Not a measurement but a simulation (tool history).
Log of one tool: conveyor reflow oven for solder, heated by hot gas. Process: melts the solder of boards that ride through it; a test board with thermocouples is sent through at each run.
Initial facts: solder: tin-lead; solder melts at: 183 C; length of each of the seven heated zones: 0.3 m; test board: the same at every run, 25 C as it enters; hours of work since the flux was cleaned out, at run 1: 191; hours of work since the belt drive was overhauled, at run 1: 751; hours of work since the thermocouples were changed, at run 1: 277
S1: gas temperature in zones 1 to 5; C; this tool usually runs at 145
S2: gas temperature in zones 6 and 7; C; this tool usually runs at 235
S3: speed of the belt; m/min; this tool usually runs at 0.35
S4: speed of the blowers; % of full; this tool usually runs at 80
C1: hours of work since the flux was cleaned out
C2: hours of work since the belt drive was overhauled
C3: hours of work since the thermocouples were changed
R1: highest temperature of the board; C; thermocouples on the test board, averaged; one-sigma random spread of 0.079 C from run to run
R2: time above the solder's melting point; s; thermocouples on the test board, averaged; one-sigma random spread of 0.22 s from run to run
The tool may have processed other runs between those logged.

| run | hour | S1 | S2 | S3 | S4 | C1 | C2 | C3 | R1 | R2 |
|---|---|---|---|---|---|---|---|---|---|---|
| 1 | 0 | 145 | 235 | 0.35 | 80 | 191 | 751 | 277 | 219.81 | 83.5 |
| 2 | 36.7 | 145 | 235 | 0.35 | 80 | 213 | 773 | 299 | 219.74 | 83.9 |
|  | 47.5 | flux residue cleaned out of gas plates and filters |
| 3 | 75.8 | 145 | 232 | 0.35 | 80 | 17 | 793 | 320 | 216.6 | 80.3 |
| 4 | 111.1 | 145 | 235 | 0.35 | 84 | 38 | 814 | 341 | 220.16 | 84 |
| 5 | 138.5 | 145 | 235 | 0.35 | 84 | 54 | 830 | 357 | 219.99 | 84 |
| 6 | 166.8 | 145 | 235 | 0.35 | 84 | 71 | 847 | 374 | 220.08 | 84.2 |
| 7 | 189.6 | 145 | 235 | 0.35 | 80 | 85 | 861 | 388 | 219 | 83 |
| 8 | 220.9 | 145 | 245 | 0.35 | 80 | 103 | 879 | 406 | 227.47 | 90.2 |
|  | 243 | flux residue cleaned out of gas plates and filters, once more |
| 9 | 243.8 | 145 | 245 | 0.35 | 80 | 0 | 890 | 417 | 229.98 | 92.5 |
| 10 | 271.4 | 145 | 235 | 0.35 | 86 | 17 | 907 | 433 | 222.65 | 86.4 |
| 11 | 296.9 | 145 | 235 | 0.35 | 86 | 32 | 922 | 449 | 222.53 | 86.9 |
| 12 | 333.5 | 145 | 235 | 0.35 | 86 | 54 | 944 | 470 | 222.54 | 87.2 |
| 13 | 356 | 141 | 235 | 0.35 | 86 | 67 | 957 | 484 | 221.71 | 84.5 |
| 14 | 387.7 | 145 | 225 | 0.35 | 80 | 86 | 976 | 503 | 212.45 | 76.4 |
| 15 | 411.3 | 145 | 235 | 0.338 | 80 | 100 | 990 | 517 | 222.07 | 89.2 |
|  | 443.2 | thermocouples of zones 6 and 7 changed |
| 16 | 448.5 | 145 | 240 | 0.306 | 80 | 121 | 1011 | 3 | 227.74 | 104.6 |
| 17 | 477.1 | 145 | 240 | 0.306 | 80 | 138 | 1028 | 20 | 227.79 | 105 |
| 18 | 495.8 | 147 | 236 | 0.334 | 80 | 150 | 1039 | 31 | 222.23 | 91.9 |
| 19 | 523 | 156 | 226 | 0.334 | 53 | 166 | 1055 | 48 | 207.89 | 78.7 |
| 20 | 550.6 | 156 | 226 | 0.334 | 53 | 182 | 1072 | 64 | 208.02 | 78.9 |
| 21 | 576.1 | 156 | 244 | 0.334 | 53 | 197 | 1087 | 79 | 222.3 | 96.2 |
|  | 612.9 | flux residue cleaned out of gas plates and filters |
| 22 | 614.5 | 156 | 244 | 0.334 | 53 | 1 | 1107 | 99 | 223.14 | 97.2 |
| 23 | 643.3 | 135 | 243 | 0.334 | 53 | 18 | 1124 | 116 | 217.39 | 78.8 |
| 24 | 676.3 | 151 | 245 | 0.347 | 54 | 38 | 1144 | 136 | 221.77 | 88.5 |
| 25 | 704.9 | 154 | 242 | 0.33 | 86 | 55 | 1161 | 153 | 230.75 | 103.8 |
| 26 | 731.2 | 144 | 242 | 0.33 | 86 | 71 | 1177 | 169 | 229.56 | 98 |
| 27 | 759 | 136 | 231 | 0.35 | 80 | 87 | 1193 | 185 | 215.17 | 75 |
| 28 | 792.8 | 136 | 235 | 0.35 | 57 | 107 | 1213 | 205 | 210.85 | 67.6 |
| 29 | 815.8 | 156 | 235 | 0.35 | 60 | 121 | 1227 | 219 | 216.73 | 86.7 |
| 30 | 837.2 | 156 | 249 | 0.35 | 76 | 134 | 1240 | 232 | 233.14 | 100.9 |

4 ways to go on from here, each from the tool as it stands after run 30. What would each give?
| A | 857.4 | 144 | 235 | 0.35 | 80 | 146 | 1252 | 244 | ? | ? |
| B | 857.4 | 156 | 249 | 0.355 | 76 | 146 | 1252 | 244 | ? | ? |
| C | 857.4 | 138 | 241 | 0.35 | 80 | 146 | 1252 | 244 | ? | ? |
| D | 857.4 | 133 | 224 | 0.315 | 80 | 146 | 1252 | 244 | ? | ? |

| run | R1 | R2 |
|---|---|---|
| A | 220.02 | 84.2 |
| B | 232.5 | 98.9 |
| C | 224.08 | 85 |
| D | 211.43 | 78.8 |
The same runs, with their run-to-run variation unchanged, on a tool lacking any hidden condition would have given:
| run | R1 | R2 |
|---|---|---|
| A | 220.11 | 82.9 |
| B | 232.56 | 97.2 |
| C | 224.21 | 83.7 |
| D | 211.49 | 77.7 |
